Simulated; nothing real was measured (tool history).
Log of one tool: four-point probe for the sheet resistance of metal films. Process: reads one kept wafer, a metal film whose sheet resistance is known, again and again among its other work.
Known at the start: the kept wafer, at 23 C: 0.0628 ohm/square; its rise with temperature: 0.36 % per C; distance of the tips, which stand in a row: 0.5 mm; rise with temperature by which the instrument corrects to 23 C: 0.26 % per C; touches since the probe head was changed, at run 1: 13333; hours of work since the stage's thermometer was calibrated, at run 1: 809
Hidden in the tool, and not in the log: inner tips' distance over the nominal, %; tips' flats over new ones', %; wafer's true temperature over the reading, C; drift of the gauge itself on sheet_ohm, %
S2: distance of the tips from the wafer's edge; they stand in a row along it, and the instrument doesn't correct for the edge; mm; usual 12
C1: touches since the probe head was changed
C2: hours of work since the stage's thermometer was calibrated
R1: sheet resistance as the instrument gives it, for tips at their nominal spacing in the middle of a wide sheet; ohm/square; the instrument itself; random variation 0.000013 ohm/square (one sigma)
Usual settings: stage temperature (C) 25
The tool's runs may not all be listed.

{"run": 1, "hour": 0.0, "stage temperature (C)": 25, "S2": 12, "C1": 13333, "C2": 809, "R1": 0.062631}
{"run": 2, "hour": 32.3, "stage temperature (C)": 25, "S2": 12, "C1": 13947, "C2": 825, "R1": 0.062618}
{"run": 3, "hour": 101.8, "stage temperature (C)": 25, "S2": 12, "C1": 15272, "C2": 861, "R1": 0.062639}
{"run": 4, "hour": 160.1, "stage temperature (C)": 25, "S2": 12, "C1": 16382, "C2": 891, "R1": 0.062606}
{"run": 5, "hour": 213.5, "stage temperature (C)": 25, "S2": 12, "C1": 17400, "C2": 919, "R1": 0.062609}
{"run": 6, "hour": 246.5, "stage temperature (C)": 25, "S2": 5, "C1": 18028, "C2": 936, "R1": 0.062906}
{"run": 7, "hour": 278.5, "stage temperature (C)": 25, "S2": 12, "C1": 18639, "C2": 953, "R1": 0.062621}
{"run": 8, "hour": 330.4, "stage temperature (C)": 25, "S2": 12, "C1": 19627, "C2": 979, "R1": 0.062629}
{"run": 9, "hour": 373.1, "stage temperature (C)": 25, "S2": 12, "C1": 20439, "C2": 1001, "R1": 0.062619}
{"run": 10, "hour": 432.2, "stage temperature (C)": 25, "S2": 27, "C1": 21566, "C2": 1032, "R1": 0.062534}
{"run": 11, "hour": 484.1, "stage temperature (C)": 25, "S2": 15, "C1": 22554, "C2": 1059, "R1": 0.062572}
{"run": 12, "hour": 523.8, "stage temperature (C)": 25, "S2": 15, "C1": 23312, "C2": 1079, "R1": 0.062576}
{"run": 13, "hour": 582.3, "stage temperature (C)": 22, "S2": 15, "C1": 24426, "C2": 1110, "R1": 0.062389}
{"run": 14, "hour": 650.8, "stage temperature (C)": 22, "S2": 15, "C1": 25729, "C2": 1145, "R1": 0.062387}
{"run": 15, "hour": 697.4, "stage temperature (C)": 30, "S2": 12, "C1": 26617, "C2": 1169, "R1": 0.062911}
{"run": 16, "hour": 751.1, "stage temperature (C)": 18, "S2": 12, "C1": 27642, "C2": 1197, "R1": 0.062126}
{"run": 17, "hour": 812.9, "stage temperature (C)": 18, "S2": 12, "C1": 28819, "C2": 1229, "R1": 0.062132}
{"run": 18, "hour": 872.8, "stage temperature (C)": 18, "S2": 12, "C1": 29959, "C2": 1260, "R1": 0.062116}
{"run": 19, "hour": 907.9, "stage temperature (C)": 33, "S2": 12, "C1": 30628, "C2": 1278, "R1": 0.063133}
{"run": 20, "hour": 937.6, "stage temperature (C)": 25, "S2": 4, "C1": 31193, "C2": 1293, "R1": 0.063056}
{"run": 21, "hour": 969.7, "stage temperature (C)": 26, "S2": 53, "C1": 31805, "C2": 1310, "R1": 0.06258}
{"run": 22, "hour": 1030.5, "stage temperature (C)": 25, "S2": 53, "C1": 32964, "C2": 1341, "R1": 0.062535}
{"hour": 1036.9, "done": "stage's thermometer calibrated"}
{"run": 23, "hour": 1061.3, "stage temperature (C)": 25, "S2": 53, "C1": 33540, "C2": 13, "R1": 0.062528}
{"run": 24, "hour": 1098.9, "stage temperature (C)": 31, "S2": 58, "C1": 34256, "C2": 32, "R1": 0.062923}
{"run": 25, "hour": 1138.7, "stage temperature (C)": 31, "S2": 58, "C1": 35015, "C2": 53, "R1": 0.062941}
{"hour": 1160.0, "done": "stage's thermometer calibrated, once more"}
{"run": 26, "hour": 1172.8, "stage temperature (C)": 31, "S2": 58, "C1": 35654, "C2": 7, "R1": 0.062799}
{"run": 27, "hour": 1215.2, "stage temperature (C)": 31, "S2": 58, "C1": 36462, "C2": 29, "R1": 0.062815}
{"run": 28, "hour": 1269.4, "stage temperature (C)": 31, "S2": 58, "C1": 37495, "C2": 57, "R1": 0.062792}
{"run": 29, "hour": 1317.1, "stage temperature (C)": 26, "S2": 40, "C1": 38404, "C2": 81, "R1": 0.062496}
{"run": 30, "hour": 1386.4, "stage temperature (C)": 23, "S2": 6, "C1": 39724, "C2": 117, "R1": 0.062519}
{"run": 31, "hour": 1421.1, "stage temperature (C)": 31, "S2": 36, "C1": 40385, "C2": 135, "R1": 0.062815}
{"run": 32, "hour": 1464.1, "stage temperature (C)": 31, "S2": 36, "C1": 41205, "C2": 157, "R1": 0.062793}
{"run": 33, "hour": 1529.0, "stage temperature (C)": 28, "S2": 18, "C1": 42440, "C2": 191, "R1": 0.062618}
{"run": 34, "hour": 1596.7, "stage temperature (C)": 24, "S2": 8, "C1": 43731, "C2": 226, "R1": 0.062465}
{"run": 35, "hour": 1655.2, "stage temperature (C)": 24, "S2": 8, "C1": 44844, "C2": 256, "R1": 0.062439}
{"run": 36, "hour": 1704.5, "stage temperature (C)": 31, "S2": 6, "C1": 45784, "C2": 281, "R1": 0.063027}
{"run": 37, "hour": 1758.7, "stage temperature (C)": 23, "S2": 13, "C1": 46817, "C2": 309, "R1": 0.06229}
{"run": 38, "hour": 1790.8, "stage temperature (C)": 23, "S2": 4, "C1": 47427, "C2": 326, "R1": 0.062776}
{"run": 39, "hour": 1859.3, "stage temperature (C)": 24, "S2": 23, "C1": 48733, "C2": 361, "R1": 0.062308}

Measured less the same run without the tool's hidden state. The same run-to-run variation is in both; the gauge's scatter may not be:
run=1 R1=-0.000353
run=2 R1=-0.000355
run=3 R1=-0.000360
run=4 R1=-0.000363
run=5 R1=-0.000366
run=6 R1=-0.000370
run=7 R1=-0.000371
run=8 R1=-0.000374
run=9 R1=-0.000376
run=10 R1=-0.000379
run=11 R1=-0.000383
run=12 R1=-0.000385
run=13 R1=-0.000386
run=14 R1=-0.000390
run=15 R1=-0.000398
run=16 R1=-0.000393
run=17 R1=-0.000396
run=18 R1=-0.000399
run=19 R1=-0.000413
run=20 R1=-0.000412
run=21 R1=-0.000411
run=22 R1=-0.000414
run=23 R1=-0.000393
run=24 R1=-0.000399
run=25 R1=-0.000402
run=26 R1=-0.000519
run=27 R1=-0.000522
run=28 R1=-0.000525
run=29 R1=-0.000526
run=30 R1=-0.000529
run=31 R1=-0.000534
run=32 R1=-0.000537
run=33 R1=-0.000539
run=34 R1=-0.000541
run=35 R1=-0.000545
run=36 R1=-0.000553
run=37 R1=-0.000549
run=38 R1=-0.000555
run=39 R1=-0.000555

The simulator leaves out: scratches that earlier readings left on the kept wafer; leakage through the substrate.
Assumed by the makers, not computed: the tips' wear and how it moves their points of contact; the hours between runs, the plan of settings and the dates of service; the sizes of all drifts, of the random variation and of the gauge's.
